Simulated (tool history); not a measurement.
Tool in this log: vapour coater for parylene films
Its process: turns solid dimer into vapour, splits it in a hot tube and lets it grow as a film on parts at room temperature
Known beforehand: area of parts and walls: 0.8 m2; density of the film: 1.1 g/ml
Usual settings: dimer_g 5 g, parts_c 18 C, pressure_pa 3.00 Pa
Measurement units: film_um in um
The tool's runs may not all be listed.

| run | hour | dimer_g | parts_c | pressure_pa | film_um |
|---|---|---|---|---|---|
| 1 | 0.0 | 5 | 18 | 3.00 | 4.08 |
|  | 35.8 | trap's valve overhauled |
| 2 | 81.3 | 5 | 18 | 3.00 | 4.12 |
| 3 | 167.4 | 5 | 18 | 3.00 | 4.09 |
| 4 | 237.8 | 5 | 18 | 3.00 | 4.11 |
| 5 | 279.8 | 5 | 12 | 3.00 | 5.33 |
| 6 | 341.7 | 5 | 18 | 3.00 | 4.17 |
| 7 | 404.2 | 5 | 18 | 3.00 | 4.17 |
| 8 | 463.0 | 6 | 18 | 4.33 | 4.78 |
| 9 | 530.9 | 5 | 12 | 2.38 | 5.54 |

What does the tool deliver on the next run?
| 10 | 591.6 | 5 | 28 | 4.00 | ? |

film_um: 2.55 um
With no hidden state in the tool, this same run would have given film_um 2.55 um.

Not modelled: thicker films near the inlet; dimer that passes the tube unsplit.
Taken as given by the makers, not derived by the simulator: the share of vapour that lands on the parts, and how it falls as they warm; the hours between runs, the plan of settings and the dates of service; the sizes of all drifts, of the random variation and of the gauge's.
